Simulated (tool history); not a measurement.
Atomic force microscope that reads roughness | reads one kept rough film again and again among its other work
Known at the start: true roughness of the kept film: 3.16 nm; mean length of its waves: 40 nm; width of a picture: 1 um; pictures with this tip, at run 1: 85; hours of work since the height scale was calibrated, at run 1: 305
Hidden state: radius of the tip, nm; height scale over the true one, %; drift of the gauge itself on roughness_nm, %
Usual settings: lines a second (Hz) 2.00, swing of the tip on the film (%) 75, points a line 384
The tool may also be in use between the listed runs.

| run | hour | lines a second (Hz) | swing of the tip on the film (%) | points a line | pictures with this tip | hours of work since the height scale was calibrated | roughness of the kept film (nm (root mean square)) |
|---|---|---|---|---|---|---|---|
| 1 | 0.0 | 2.00 | 75 | 384 | 85 | 305 | 2.806 |
| 2 | 19.6 | 2.00 | 75 | 384 | 119 | 317 | 2.762 |
| 3 | 41.9 | 2.00 | 75 | 384 | 157 | 330 | 2.757 |
|  | 47.4 | new tip fitted |
| 4 | 64.6 | 2.00 | 75 | 384 | 30 | 344 | 2.835 |
| 5 | 74.6 | 2.00 | 75 | 384 | 47 | 350 | 2.834 |
| 6 | 89.3 | 2.00 | 75 | 384 | 72 | 359 | 2.814 |
| 7 | 111.8 | 2.00 | 75 | 384 | 110 | 372 | 2.773 |
| 8 | 132.5 | 2.00 | 75 | 384 | 145 | 385 | 2.757 |
|  | 144.7 | new tip fitted |
| 9 | 146.8 | 2.00 | 75 | 384 | 4 | 393 | 2.858 |
| 10 | 160.5 | 2.00 | 55 | 384 | 27 | 401 | 2.959 |
| 11 | 175.4 | 2.00 | 55 | 384 | 53 | 410 | 2.926 |
| 12 | 192.8 | 2.00 | 75 | 384 | 82 | 421 | 2.816 |
| 13 | 214.5 | 2.00 | 75 | 384 | 119 | 434 | 2.781 |
| 14 | 235.5 | 2.00 | 75 | 384 | 155 | 447 | 2.765 |
|  | 242.5 | new tip fitted |
| 15 | 253.3 | 2.00 | 75 | 384 | 19 | 457 | 2.844 |
| 16 | 267.0 | 2.00 | 83 | 384 | 42 | 465 | 2.753 |
| 17 | 289.7 | 2.00 | 75 | 384 | 81 | 479 | 2.806 |
| 18 | 299.9 | 2.00 | 75 | 384 | 98 | 485 | 2.794 |
| 19 | 320.8 | 2.00 | 75 | 268 | 134 | 498 | 2.754 |
| 20 | 334.0 | 2.00 | 75 | 384 | 157 | 506 | 2.752 |
|  | 340.2 | new tip fitted |
| 21 | 356.1 | 2.00 | 75 | 384 | 27 | 519 | 2.841 |
| 22 | 369.8 | 2.00 | 75 | 384 | 51 | 527 | 2.831 |
| 23 | 382.9 | 2.00 | 75 | 384 | 73 | 535 | 2.818 |
| 24 | 405.5 | 2.00 | 75 | 384 | 112 | 549 | 2.784 |
| 25 | 422.5 | 2.00 | 75 | 384 | 141 | 559 | 2.778 |
|  | 436.7 | new tip fitted |
| 26 | 438.3 | 2.00 | 75 | 384 | 3 | 568 | 2.854 |
|  | 441.1 | height scale calibrated on a step standard |
| 27 | 456.4 | 1.08 | 55 | 777 | 32 | 9 | 2.980 |
| 28 | 478.9 | 2.69 | 71 | 292 | 71 | 23 | 2.802 |
| 29 | 490.3 | 2.69 | 71 | 292 | 90 | 30 | 2.790 |
| 30 | 508.8 | 3.91 | 67 | 468 | 122 | 41 | 2.744 |
| 31 | 531.7 | 2.30 | 75 | 384 | 161 | 55 | 2.740 |
|  | 535.6 | height scale calibrated on a step standard, once more |
|  | 536.1 | new tip fitted |
| 32 | 550.9 | 3.75 | 75 | 384 | 25 | 9 | 2.706 |
| 33 | 564.3 | 2.96 | 75 | 384 | 48 | 17 | 2.750 |
| 34 | 580.3 | 0.76 | 75 | 981 | 75 | 27 | 2.920 |
| 35 | 597.8 | 0.84 | 56 | 473 | 105 | 37 | 2.924 |
| 36 | 611.5 | 0.84 | 56 | 473 | 128 | 45 | 2.910 |
| 37 | 620.9 | 0.84 | 56 | 473 | 144 | 51 | 2.912 |
|  | 633.6 | new tip fitted |
| 38 | 636.2 | 0.73 | 80 | 326 | 4 | 60 | 2.928 |
| 39 | 650.2 | 2.04 | 63 | 305 | 28 | 69 | 2.905 |
| 40 | 664.3 | 0.69 | 64 | 305 | 52 | 77 | 2.924 |
| 41 | 679.2 | 2.43 | 59 | 376 | 78 | 86 | 2.886 |
| 42 | 695.8 | 2.43 | 59 | 376 | 106 | 96 | 2.863 |
| 43 | 716.7 | 2.43 | 59 | 376 | 142 | 109 | 2.841 |
| 44 | 726.1 | 2.43 | 59 | 376 | 158 | 114 | 2.826 |
|  | 731.0 | new tip fitted |
| 45 | 746.3 | 2.50 | 88 | 273 | 27 | 126 | 2.623 |
| 46 | 764.6 | 2.50 | 88 | 273 | 58 | 137 | 2.619 |
| 47 | 784.1 | 2.50 | 88 | 273 | 91 | 149 | 2.603 |
| 48 | 802.3 | 2.50 | 88 | 273 | 122 | 160 | 2.564 |
| 49 | 812.4 | 2.88 | 68 | 339 | 139 | 166 | 2.759 |
|  | 827.7 | new tip fitted |
| 50 | 834.8 | 2.88 | 68 | 339 | 12 | 179 | 2.858 |
| 51 | 844.8 | 2.00 | 64 | 472 | 29 | 185 | 2.912 |
| 52 | 856.0 | 3.90 | 80 | 703 | 48 | 192 | 2.625 |

5 ways to go on from here, each from the tool as it stands after run 52. What would each give?
| A | 873.7 | 0.91 | 79 | 435 | 78 | 203 | ? |
| B | 873.7 | 1.36 | 65 | 703 | 78 | 203 | ? |
| C | 873.7 | 2.08 | 90 | 684 | 78 | 203 | ? |
| D | 873.7 | 1.29 | 75 | 283 | 78 | 203 | ? |
| E | 873.7 | 2.72 | 89 | 265 | 78 | 203 | ? |

| run | roughness of the kept film (nm (root mean square)) |
|---|---|
| A | 2.877 |
| B | 2.911 |
| C | 2.652 |
| D | 2.852 |
| E | 2.558 |
Without the tool's hidden state the same runs would have given:
| run | roughness of the kept film (nm (root mean square)) |
|---|---|
| A | 2.933 |
| B | 2.967 |
| C | 2.703 |
| D | 2.908 |
| E | 2.608 |
